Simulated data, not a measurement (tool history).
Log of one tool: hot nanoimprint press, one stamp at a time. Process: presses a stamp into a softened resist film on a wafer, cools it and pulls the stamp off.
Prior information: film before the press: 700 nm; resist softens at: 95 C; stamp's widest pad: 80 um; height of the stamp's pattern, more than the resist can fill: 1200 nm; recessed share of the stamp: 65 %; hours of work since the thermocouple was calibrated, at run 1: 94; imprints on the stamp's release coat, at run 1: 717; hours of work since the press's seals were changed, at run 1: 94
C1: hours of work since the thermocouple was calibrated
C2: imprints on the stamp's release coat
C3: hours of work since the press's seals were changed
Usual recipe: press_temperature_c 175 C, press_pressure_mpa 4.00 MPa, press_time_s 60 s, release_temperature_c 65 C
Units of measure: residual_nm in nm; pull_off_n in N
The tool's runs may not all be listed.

run 1 hour=0.0 | press_temperature_c=175 press_pressure_mpa=4.00 press_time_s=60 release_temperature_c=65 | C1=94 C2=717 C3=94 | residual_nm=333.1 pull_off_n=188
run 2 hour=14.1 | press_temperature_c=175 press_pressure_mpa=4.00 press_time_s=60 release_temperature_c=65 | C1=103 C2=766 C3=103 | residual_nm=334.8 pull_off_n=191
run 3 hour=28.4 | press_temperature_c=175 press_pressure_mpa=4.00 press_time_s=60 release_temperature_c=65 | C1=113 C2=816 C3=113 | residual_nm=332.0 pull_off_n=192
run 4 hour=50.5 | press_temperature_c=175 press_pressure_mpa=4.00 press_time_s=60 release_temperature_c=65 | C1=127 C2=894 C3=127 | residual_nm=329.1 pull_off_n=192
run 5 hour=72.6 | press_temperature_c=175 press_pressure_mpa=4.00 press_time_s=60 release_temperature_c=65 | C1=142 C2=972 C3=142 | residual_nm=334.7 pull_off_n=193
run 6 hour=94.2 | press_temperature_c=175 press_pressure_mpa=4.00 press_time_s=60 release_temperature_c=65 | C1=156 C2=1047 C3=156 | residual_nm=333.6 pull_off_n=196
run 7 hour=116.2 | press_temperature_c=175 press_pressure_mpa=4.00 press_time_s=60 release_temperature_c=65 | C1=171 C2=1124 C3=171 | residual_nm=332.0 pull_off_n=187
run 8 hour=136.7 | press_temperature_c=175 press_pressure_mpa=4.00 press_time_s=60 release_temperature_c=67 | C1=184 C2=1196 C3=184 | residual_nm=332.2 pull_off_n=188
run 9 hour=160.3 | press_temperature_c=170 press_pressure_mpa=4.00 press_time_s=60 release_temperature_c=67 | C1=200 C2=1279 C3=200 | residual_nm=393.7 pull_off_n=182
run 10 hour=175.0 | press_temperature_c=170 press_pressure_mpa=4.00 press_time_s=60 release_temperature_c=67 | C1=209 C2=1330 C3=209 | residual_nm=395.5 pull_off_n=189
run 11 hour=185.5 | press_temperature_c=170 press_pressure_mpa=4.00 press_time_s=60 release_temperature_c=67 | C1=216 C2=1367 C3=216 | residual_nm=394.3 pull_off_n=188
run 12 hour=196.0 | press_temperature_c=170 press_pressure_mpa=2.66 press_time_s=60 release_temperature_c=67 | C1=223 C2=1404 C3=223 | residual_nm=450.8 pull_off_n=188
run 13 hour=218.9 | press_temperature_c=175 press_pressure_mpa=5.26 press_time_s=60 release_temperature_c=65 | C1=238 C2=1484 C3=238 | residual_nm=295.9 pull_off_n=188
run 14 hour=233.2 | press_temperature_c=175 press_pressure_mpa=4.00 press_time_s=60 release_temperature_c=65 | C1=248 C2=1534 C3=248 | residual_nm=336.0 pull_off_n=187
-- hour=262.0 stamp cleaned and given a new release coat
run 15 hour=262.3 | press_temperature_c=175 press_pressure_mpa=4.00 press_time_s=60 release_temperature_c=65 | C1=263 C2=1 C3=263 | residual_nm=331.0 pull_off_n=192
run 16 hour=280.1 | press_temperature_c=173 press_pressure_mpa=3.12 press_time_s=60 release_temperature_c=52 | C1=275 C2=64 C3=275 | residual_nm=389.0 pull_off_n=212
run 17 hour=298.1 | press_temperature_c=166 press_pressure_mpa=3.12 press_time_s=60 release_temperature_c=50 | C1=287 C2=127 C3=287 | residual_nm=485.2 pull_off_n=218
run 18 hour=310.8 | press_temperature_c=166 press_pressure_mpa=3.12 press_time_s=60 release_temperature_c=50 | C1=295 C2=171 C3=295 | residual_nm=482.5 pull_off_n=214
run 19 hour=323.8 | press_temperature_c=181 press_pressure_mpa=3.88 press_time_s=60 release_temperature_c=61 | C1=304 C2=217 C3=304 | residual_nm=272.2 pull_off_n=193
run 20 hour=335.3 | press_temperature_c=175 press_pressure_mpa=4.00 press_time_s=44 release_temperature_c=65 | C1=311 C2=257 C3=311 | residual_nm=373.3 pull_off_n=188
run 21 hour=350.3 | press_temperature_c=175 press_pressure_mpa=4.00 press_time_s=44 release_temperature_c=65 | C1=321 C2=310 C3=321 | residual_nm=374.3 pull_off_n=195
run 22 hour=372.9 | press_temperature_c=181 press_pressure_mpa=2.97 press_time_s=31 release_temperature_c=60 | C1=336 C2=389 C3=336 | residual_nm=390.1 pull_off_n=194
run 23 hour=382.8 | press_temperature_c=169 press_pressure_mpa=6.03 press_time_s=60 release_temperature_c=63 | C1=343 C2=424 C3=343 | residual_nm=353.1 pull_off_n=197
run 24 hour=400.3 | press_temperature_c=172 press_pressure_mpa=3.30 press_time_s=60 release_temperature_c=73 | C1=354 C2=485 C3=354 | residual_nm=396.9 pull_off_n=177
run 25 hour=416.3 | press_temperature_c=172 press_pressure_mpa=3.30 press_time_s=60 release_temperature_c=73 | C1=365 C2=541 C3=365 | residual_nm=397.7 pull_off_n=176
run 26 hour=433.8 | press_temperature_c=175 press_pressure_mpa=4.00 press_time_s=60 release_temperature_c=51 | C1=376 C2=603 C3=376 | residual_nm=331.2 pull_off_n=212
run 27 hour=454.2 | press_temperature_c=175 press_pressure_mpa=4.00 press_time_s=60 release_temperature_c=51 | C1=390 C2=674 C3=390 | residual_nm=332.7 pull_off_n=215
run 28 hour=475.6 | press_temperature_c=186 press_pressure_mpa=3.30 press_time_s=62 release_temperature_c=57 | C1=404 C2=749 C3=404 | residual_nm=242.0 pull_off_n=202
run 29 hour=486.4 | press_temperature_c=185 press_pressure_mpa=4.00 press_time_s=60 release_temperature_c=65 | C1=411 C2=787 C3=411 | residual_nm=235.9 pull_off_n=191

Below are 5 alternative next runs, each starting from the tool's condition after run 29. Predict each:
-- hour=499.1 plate thermocouple calibrated
run A hour=509.3 | press_temperature_c=172 press_pressure_mpa=4.00 press_time_s=68 release_temperature_c=62 | C1=7 C2=857 C3=424 | residual_nm=? pull_off_n=?
-- hour=499.1 plate thermocouple calibrated
run B hour=509.3 | press_temperature_c=175 press_pressure_mpa=6.07 press_time_s=60 release_temperature_c=60 | C1=7 C2=857 C3=424 | residual_nm=? pull_off_n=?
-- hour=499.1 plate thermocouple calibrated
run C hour=509.3 | press_temperature_c=185 press_pressure_mpa=2.66 press_time_s=60 release_temperature_c=65 | C1=7 C2=857 C3=424 | residual_nm=? pull_off_n=?
-- hour=499.1 plate thermocouple calibrated
run D hour=509.3 | press_temperature_c=170 press_pressure_mpa=4.00 press_time_s=54 release_temperature_c=65 | C1=7 C2=857 C3=424 | residual_nm=? pull_off_n=?
-- hour=499.1 plate thermocouple calibrated
run E hour=509.3 | press_temperature_c=185 press_pressure_mpa=4.53 press_time_s=50 release_temperature_c=53 | C1=7 C2=857 C3=424 | residual_nm=? pull_off_n=?

run=A residual_nm=353.6 pull_off_n=197
run=B residual_nm=277.2 pull_off_n=198
run=C residual_nm=278.8 pull_off_n=191
run=D residual_nm=407.6 pull_off_n=192
run=E residual_nm=239.3 pull_off_n=210
Take away the tool's hidden state, keep each run's random variation, and the runs would have read:
run=A residual_nm=353.4 pull_off_n=196
run=B residual_nm=277.0 pull_off_n=197
run=C residual_nm=278.7 pull_off_n=190
run=D residual_nm=407.4 pull_off_n=191
run=E residual_nm=239.2 pull_off_n=209

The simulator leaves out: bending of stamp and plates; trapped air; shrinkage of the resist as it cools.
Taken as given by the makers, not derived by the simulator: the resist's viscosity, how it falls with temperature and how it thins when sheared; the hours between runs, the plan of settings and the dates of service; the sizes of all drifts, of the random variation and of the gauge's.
